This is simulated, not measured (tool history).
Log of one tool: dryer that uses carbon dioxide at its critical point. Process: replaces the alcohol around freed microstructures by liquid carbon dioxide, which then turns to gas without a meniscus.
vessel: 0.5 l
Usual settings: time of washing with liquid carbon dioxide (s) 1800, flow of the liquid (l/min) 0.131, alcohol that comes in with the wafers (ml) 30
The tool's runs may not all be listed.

run	hour	time of washing with liquid carbon dioxide (s)	flow of the liquid (l/min)	alcohol that comes in with the wafers (ml)	alcohol left in the vessel before it's heated (ppm by volume)
1	0.0	1800	0.131	30	115
2	27.8	1800	0.131	30	110
3	46.5	1080	0.131	30	870
4	70.2	1800	0.131	25	120
5	95.6	1800	0.131	25	116
6	119.6	1800	0.131	25	121
7	149.2	1080	0.113	109	5218
8	171.9	1800	0.108	29	246
9	195.5	2160	0.093	21	182
10	215.3	2160	0.093	21	185

5 ways to go on from here, each from the tool as it stands after run 10. What would each give?
A	231.8	1800	0.110	54	?
B	231.8	2400	0.167	39	?
C	231.8	1800	0.112	21	?
D	231.8	1560	0.163	32	?
E	231.8	2040	0.181	21	?

run	alcohol left in the vessel before it's heated (ppm by volume)
A	378
B	93
C	190
D	118
E	96
Without the tool's hidden state the same runs would have given:
run	alcohol left in the vessel before it's heated (ppm by volume)
A	181
B	4
C	64
D	15
E	8

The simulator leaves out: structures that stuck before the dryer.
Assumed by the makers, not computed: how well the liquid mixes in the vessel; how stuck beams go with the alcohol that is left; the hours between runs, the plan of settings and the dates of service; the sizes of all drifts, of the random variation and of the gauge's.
